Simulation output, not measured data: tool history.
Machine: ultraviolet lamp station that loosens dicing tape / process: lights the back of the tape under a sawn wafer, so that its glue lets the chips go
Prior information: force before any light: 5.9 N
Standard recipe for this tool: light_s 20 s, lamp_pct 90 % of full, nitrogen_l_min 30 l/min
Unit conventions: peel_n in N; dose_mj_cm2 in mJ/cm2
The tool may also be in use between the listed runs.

Run 1, day 0.000: usual settings. Result: peel_n 0.646 N, dose_mj_cm2 225 mJ/cm2.
Run 2, day 0.492: usual settings. Result: peel_n 0.642 N, dose_mj_cm2 223 mJ/cm2.
Run 3, day 1.192: usual settings but light_s 13 s. Result: peel_n 1.189 N, dose_mj_cm2 142 mJ/cm2.
Run 4, day 1.762: usual settings but nitrogen_l_min 11 l/min. Result: peel_n 1.155 N, dose_mj_cm2 219 mJ/cm2.
Run 5, day 2.233: usual settings but nitrogen_l_min 11 l/min. Result: peel_n 1.209 N, dose_mj_cm2 224 mJ/cm2.
Run 6, day 2.825: usual settings but nitrogen_l_min 11 l/min. Result: peel_n 1.139 N, dose_mj_cm2 222 mJ/cm2.
Run 7, day 3.783: usual settings but lamp_pct 69 % of full, nitrogen_l_min 11 l/min. Result: peel_n 1.664 N, dose_mj_cm2 168 mJ/cm2.
Run 8, day 4.562: usual settings but light_s 28 s, lamp_pct 69 % of full, nitrogen_l_min 11 l/min. Result: peel_n 1.099 N, dose_mj_cm2 230 mJ/cm2.
Run 9, day 5.279: usual settings but light_s 28 s, lamp_pct 69 % of full, nitrogen_l_min 11 l/min. Result: peel_n 1.126 N, dose_mj_cm2 235 mJ/cm2.
Run 10, day 6.004: usual settings but light_s 28 s, lamp_pct 69 % of full, nitrogen_l_min 11 l/min. Result: peel_n 1.103 N, dose_mj_cm2 238 mJ/cm2.
Run 11, day 6.688: usual settings but light_s 28 s, lamp_pct 69 % of full, nitrogen_l_min 11 l/min. Result: peel_n 1.055 N, dose_mj_cm2 231 mJ/cm2.
Run 12, day 7.325: usual settings but light_s 28 s, lamp_pct 69 % of full, nitrogen_l_min 11 l/min. Result: peel_n 1.066 N, dose_mj_cm2 233 mJ/cm2.
At day 7.696: window cleaned of glue's vapour.
Run 13, day 8.271: usual settings but light_s 28 s, lamp_pct 69 % of full, nitrogen_l_min 11 l/min. Result: peel_n 1.140 N, dose_mj_cm2 224 mJ/cm2.
Run 14, day 9.238: usual settings but light_s 18 s, lamp_pct 89 % of full. Result: peel_n 0.864 N, dose_mj_cm2 188 mJ/cm2.
Run 15, day 10.096: usual settings but light_s 18 s, lamp_pct 89 % of full. Result: peel_n 0.844 N, dose_mj_cm2 180 mJ/cm2.
At day 10.721: window cleaned of glue's vapour, once more.
Run 16, day 11.079: usual settings but light_s 17 s, lamp_pct 62 % of full, nitrogen_l_min 16 l/min. Result: peel_n 1.830 N, dose_mj_cm2 131 mJ/cm2.
Run 17, day 11.838: usual settings but light_s 22 s, lamp_pct 62 % of full, nitrogen_l_min 43 l/min. Result: peel_n 0.789 N, dose_mj_cm2 169 mJ/cm2.
Run 18, day 12.404: usual settings but light_s 22 s, lamp_pct 62 % of full, nitrogen_l_min 43 l/min. Result: peel_n 0.801 N, dose_mj_cm2 173 mJ/cm2.
Run 19, day 13.142: usual settings but light_s 22 s, lamp_pct 62 % of full, nitrogen_l_min 43 l/min. Result: peel_n 0.809 N, dose_mj_cm2 178 mJ/cm2.
Run 20, day 13.633: usual settings but light_s 22 s, lamp_pct 62 % of full, nitrogen_l_min 17 l/min. Result: peel_n 1.312 N, dose_mj_cm2 169 mJ/cm2.
Run 21, day 14.400: usual settings but light_s 21 s, lamp_pct 75 % of full, nitrogen_l_min 23 l/min. Result: peel_n 0.915 N, dose_mj_cm2 196 mJ/cm2.
Run 22, day 15.008: usual settings but light_s 21 s, lamp_pct 75 % of full, nitrogen_l_min 23 l/min. Result: peel_n 0.929 N, dose_mj_cm2 197 mJ/cm2.
Run 23, day 15.646: usual settings but light_s 13 s, lamp_pct 71 % of full, nitrogen_l_min 40 l/min. Result: peel_n 1.529 N, dose_mj_cm2 118 mJ/cm2.
Run 24, day 16.588: usual settings but light_s 33 s, lamp_pct 80 % of full, nitrogen_l_min 58 l/min. Result: peel_n 0.278 N, dose_mj_cm2 326 mJ/cm2.
Run 25, day 17.358: usual settings but light_s 21 s, lamp_pct 65 % of full, nitrogen_l_min 19 l/min. Result: peel_n 1.279 N, dose_mj_cm2 169 mJ/cm2.

Predict each of these 4 candidate next runs independently; none follows another, all start after run 25:
Run A, day 18.138: usual settings but light_s 21 s, lamp_pct 74 % of full, nitrogen_l_min 31 l/min. Result: peel_n ?, dose_mj_cm2 ?.
Run B, day 18.138: usual settings but light_s 28 s, lamp_pct 91 % of full, nitrogen_l_min 26 l/min. Result: peel_n ?, dose_mj_cm2 ?.
Run C, day 18.138: usual settings but light_s 16 s. Result: peel_n ?, dose_mj_cm2 ?.
Run D, day 18.138: usual settings but light_s 38 s, lamp_pct 67 % of full, nitrogen_l_min 23 l/min. Result: peel_n ?, dose_mj_cm2 ?.

run  peel_n  dose_mj_cm2
  A   0.805          193
  B   0.393          316
  C   0.940          182
  D   0.420          311
The same runs, with their run-to-run variation unchanged, on a tool lacking any hidden condition would have given:
run  peel_n  dose_mj_cm2
  A   0.715          207
  B   0.354          340
  C   0.837          195
  D   0.376          334

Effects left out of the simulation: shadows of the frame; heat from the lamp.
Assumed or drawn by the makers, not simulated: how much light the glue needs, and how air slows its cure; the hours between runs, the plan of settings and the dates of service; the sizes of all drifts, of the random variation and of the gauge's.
